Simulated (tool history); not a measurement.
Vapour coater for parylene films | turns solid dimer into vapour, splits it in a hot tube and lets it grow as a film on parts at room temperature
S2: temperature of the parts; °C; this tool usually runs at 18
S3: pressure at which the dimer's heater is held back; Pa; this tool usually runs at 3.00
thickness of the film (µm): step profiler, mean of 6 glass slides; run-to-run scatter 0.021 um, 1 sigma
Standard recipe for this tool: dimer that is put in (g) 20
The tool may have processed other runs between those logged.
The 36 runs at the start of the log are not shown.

run 37 hour=785.2 | dimer_that_is_put_in_(g)=20 S2=16 S3=4.13 | thickness_of_the_film_(µm)=3.23
run 38 hour=806.3 | dimer_that_is_put_in_(g)=20 S2=13 S3=2.42 | thickness_of_the_film_(µm)=4.12
run 39 hour=836.3 | dimer_that_is_put_in_(g)=20 S2=13 S3=2.42 | thickness_of_the_film_(µm)=4.15
run 40 hour=865.2 | dimer_that_is_put_in_(g)=35 S2=25 S3=4.44 | thickness_of_the_film_(µm)=3.77
run 41 hour=879.7 | dimer_that_is_put_in_(g)=8 S2=12 S3=2.13 | thickness_of_the_film_(µm)=1.77
run 42 hour=909.7 | dimer_that_is_put_in_(g)=35 S2=18 S3=3.32 | thickness_of_the_film_(µm)=5.43
run 43 hour=938.9 | dimer_that_is_put_in_(g)=35 S2=18 S3=3.32 | thickness_of_the_film_(µm)=5.39
run 44 hour=968.6 | dimer_that_is_put_in_(g)=12 S2=18 S3=5.20 | thickness_of_the_film_(µm)=1.71
run 45 hour=999.1 | dimer_that_is_put_in_(g)=11 S2=29 S3=2.42 | thickness_of_the_film_(µm)=1.14
run 46 hour=1014.9 | dimer_that_is_put_in_(g)=9 S2=15 S3=7.58 | thickness_of_the_film_(µm)=1.28

Here are 3 independent what-if runs from the current tool condition. What would each one return?
-- hour=1021.3 trap's valve overhauled
run A hour=1047.5 | dimer_that_is_put_in_(g)=20 S2=15 S3=3.00 | thickness_of_the_film_(µm)=?
-- hour=1021.3 trap's valve overhauled
run B hour=1047.5 | dimer_that_is_put_in_(g)=20 S2=15 S3=7.58 | thickness_of_the_film_(µm)=?
-- hour=1021.3 trap's valve overhauled
run C hour=1047.5 | dimer_that_is_put_in_(g)=9 S2=15 S3=4.39 | thickness_of_the_film_(µm)=?

run=A thickness_of_the_film_(µm)=3.95
run=B thickness_of_the_film_(µm)=3.24
run=C thickness_of_the_film_(µm)=1.63
Had the tool no hidden state, the same runs would have come out as:
run=A thickness_of_the_film_(µm)=3.80
run=B thickness_of_the_film_(µm)=3.11
run=C thickness_of_the_film_(µm)=1.57
